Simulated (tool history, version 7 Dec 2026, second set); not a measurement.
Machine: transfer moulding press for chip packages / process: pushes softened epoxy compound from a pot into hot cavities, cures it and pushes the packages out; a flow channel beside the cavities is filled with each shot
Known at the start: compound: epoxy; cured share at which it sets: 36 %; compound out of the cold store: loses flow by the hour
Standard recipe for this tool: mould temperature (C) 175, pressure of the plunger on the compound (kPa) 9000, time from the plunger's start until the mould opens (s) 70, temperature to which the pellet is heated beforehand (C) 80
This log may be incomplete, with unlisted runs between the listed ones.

run   hour  mould temperature (C)  pressure of the plunger on the compound (kPa)  time from the plunger's start until the mould opens (s)  temperature to which the pellet is heated beforehand (C)  incoming compound's hours out of the cold store  length that the compound runs in the flow channel (mm)  greatest force on the pins that push the packages out (N)
  1      0                    175                                           9000                                                       70                                                        80                                               41                                                     626                                                        719
  2     18                    175                                           9000                                                       70                                                        80                                             43.4                                                     609                                                        755
  3   31.5                    175                                           9000                                                       70                                                        80                                             35.4                                                     624                                                        795
  4   39.5                    175                                           9000                                                       70                                                        80                                             13.3                                                     700                                                        860
      45.8  -- cavities cleaned with cleaning compound and waxed
  5   60.3                    175                                           9000                                                       70                                                        78                                             16.3                                                     681                                                        935
  6   71.1                    175                                           9000                                                       70                                                        78                                             35.1                                                     630                                                        895
  7   88.2                    175                                           9000                                                       70                                                        76                                             19.4                                                     669                                                        915
  8  100.2                    175                                           9000                                                       70                                                        76                                             36.4                                                     618                                                        884
  9  112.8                    175                                           9000                                                       70                                                        80                                             17.1                                                     672                                                        878
       117  -- cavities cleaned with cleaning compound and waxed, once more
 10  127.9                    175                                           9000                                                       70                                                        80                                             42.2                                                     601                                                        572
 11  138.8                    175                                           9000                                                       57                                                        80                                             31.2                                                     621                                                       1039
 12  155.1                    175                                           9000                                                       57                                                        80                                             36.3                                                     604                                                       1110
 13  171.7                    175                                           9000                                                       57                                                        80                                             12.8                                                     675                                                       1308
 14  182.8                    175                                           9000                                                       70                                                        80                                             37.9                                                     594                                                        789
     187.2  -- plunger's sealing rings changed
 15  193.2                    175                                           9000                                                       70                                                        80                                             32.6                                                     649                                                        819
     198.1  -- cavities cleaned with cleaning compound and waxed
 16  203.3                    173                                           9320                                                       85                                                        84                                             45.7                                                     632                                                        468
 17    216                    173                                           9320                                                       85                                                        84                                             23.6                                                     696                                                        576
 18  228.9                    175                                           7080                                                       55                                                        80                                             39.3                                                     553                                                       1176
 19  239.5                    175                                           7080                                                       55                                                        80                                             17.8                                                     616                                                       1378
 20  250.1                    175                                           9000                                                       67                                                        80                                             15.6                                                     695                                                        891
 21  268.6                    175                                           9000                                                       67                                                        80                                              8.6                                                     712                                                        911
     276.9  -- cavities cleaned with cleaning compound and waxed
 22  279.4                    177                                           7230                                                       80                                                        80                                             25.8                                                     588                                                        437
 23  297.1                    172                                           9000                                                       93                                                        80                                             47.2                                                     594                                                        553
 24  311.5                    175                                           9000                                                       70                                                        80                                             13.5                                                     693                                                        774
 25  330.6                    175                                           9340                                                       70                                                        81                                               10                                                     707                                                        856
 26  338.6                    169                                           9000                                                       67                                                        80                                             39.4                                                     618                                                       1293
     355.2  -- cavities cleaned with cleaning compound and waxed
 27  359.5                    169                                           6840                                                       79                                                        77                                             44.9                                                     526                                                        608
 28  376.9                    171                                           9000                                                       70                                                        89                                              8.2                                                     696                                                        920
 29  386.7                    171                                           9000                                                       70                                                        89                                             17.7                                                     681                                                        926

Each row is a separate what-if for the run after 29, all from the same tool condition, not one after another. Results?
  A  401.8                    171                                           8000                                                       70                                                        76                                               43                                                       ?                                                          ?
  B  401.8                    168                                           9000                                                       74                                                        89                                             39.8                                                       ?                                                          ?
  C  401.8                    171                                           9000                                                       80                                                        87                                             36.8                                                       ?                                                          ?

run  length that the compound runs in the flow channel (mm)  greatest force on the pins that push the packages out (N)
  A                                                     572                                                       1005
  B                                                     608                                                       1047
  C                                                     608                                                        775
Without the tool's hidden state the same runs would have given:
run  length that the compound runs in the flow channel (mm)  greatest force on the pins that push the packages out (N)
  A                                                     604                                                        586
  B                                                     641                                                        604
  C                                                     642                                                        466
